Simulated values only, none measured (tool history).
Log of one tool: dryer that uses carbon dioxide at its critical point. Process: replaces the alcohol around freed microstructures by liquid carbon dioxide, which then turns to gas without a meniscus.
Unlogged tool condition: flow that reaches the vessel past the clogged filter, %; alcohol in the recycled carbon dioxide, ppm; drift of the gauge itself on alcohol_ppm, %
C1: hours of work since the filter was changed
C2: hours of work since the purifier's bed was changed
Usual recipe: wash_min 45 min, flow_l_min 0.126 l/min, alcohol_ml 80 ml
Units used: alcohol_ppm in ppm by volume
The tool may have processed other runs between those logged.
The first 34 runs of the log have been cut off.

Run 35, hour 684.9: usual settings but wash_min 66 min, flow_l_min 0.133 l/min, alcohol_ml 91 ml; C1 296; C2 360. Result: alcohol_ppm 82 ppm by volume.
Run 36, hour 713.3: usual settings but wash_min 66 min, flow_l_min 0.133 l/min, alcohol_ml 91 ml; C1 307; C2 371. Result: alcohol_ppm 86 ppm by volume.
At hour 721.9: inlet filter changed.
Run 37, hour 740.0: usual settings but wash_min 66 min, flow_l_min 0.133 l/min, alcohol_ml 91 ml; C1 7; C2 381. Result: alcohol_ppm 62 ppm by volume.
Run 38, hour 753.1: usual settings but flow_l_min 0.120 l/min; C1 12; C2 386. Result: alcohol_ppm 461 ppm by volume.
Run 39, hour 767.7: usual settings but wash_min 62 min, alcohol_ml 63 ml; C1 18; C2 392. Result: alcohol_ppm 76 ppm by volume.
Run 40, hour 782.2: usual settings but wash_min 62 min, flow_l_min 0.108 l/min, alcohol_ml 22 ml; C1 23; C2 398. Result: alcohol_ppm 77 ppm by volume.
Run 41, hour 794.5: usual settings but wash_min 62 min, flow_l_min 0.108 l/min, alcohol_ml 22 ml; C1 28; C2 402. Result: alcohol_ppm 78 ppm by volume.
Run 42, hour 823.6: usual settings but wash_min 62 min, flow_l_min 0.108 l/min, alcohol_ml 22 ml; C1 40; C2 414. Result: alcohol_ppm 91 ppm by volume.
Run 43, hour 841.0: usual settings but wash_min 62 min, flow_l_min 0.108 l/min, alcohol_ml 22 ml; C1 46; C2 420. Result: alcohol_ppm 90 ppm by volume.
Run 44, hour 857.7: usual settings but wash_min 62 min, flow_l_min 0.169 l/min, alcohol_ml 22 ml; C1 53; C2 427. Result: alcohol_ppm 58 ppm by volume.
Run 45, hour 879.5: usual settings but flow_l_min 0.174 l/min, alcohol_ml 73 ml; C1 61; C2 435. Result: alcohol_ppm 85 ppm by volume.
Run 46, hour 909.0: usual settings but flow_l_min 0.207 l/min; C1 73; C2 447. Result: alcohol_ppm 56 ppm by volume.
Run 47, hour 924.5: usual settings but flow_l_min 0.182 l/min, alcohol_ml 73 ml; C1 79; C2 453. Result: alcohol_ppm 73 ppm by volume.

What if the next run were any one of these 4? Each begins from the tool's condition after run 47:
Run A, hour 940.5: usual settings but wash_min 52 min, flow_l_min 0.153 l/min, alcohol_ml 73 ml; C1 85; C2 459. Result: alcohol_ppm ?.
Run B, hour 940.5: usual settings but wash_min 31 min, flow_l_min 0.078 l/min, alcohol_ml 40 ml; C1 85; C2 459. Result: alcohol_ppm ?.
Run C, hour 940.5: usual settings but flow_l_min 0.092 l/min; C1 85; C2 459. Result: alcohol_ppm ?.
Run D, hour 940.5: usual settings but flow_l_min 0.197 l/min, alcohol_ml 73 ml; C1 85; C2 459. Result: alcohol_ppm ?.

run  alcohol_ppm
  A           88
  B         4299
  C         1680
  D           69
The same runs, with their run-to-run variation unchanged, on a tool lacking any hidden condition would have given:
run  alcohol_ppm
  A           32
  B         3990
  C         1462
  D           17

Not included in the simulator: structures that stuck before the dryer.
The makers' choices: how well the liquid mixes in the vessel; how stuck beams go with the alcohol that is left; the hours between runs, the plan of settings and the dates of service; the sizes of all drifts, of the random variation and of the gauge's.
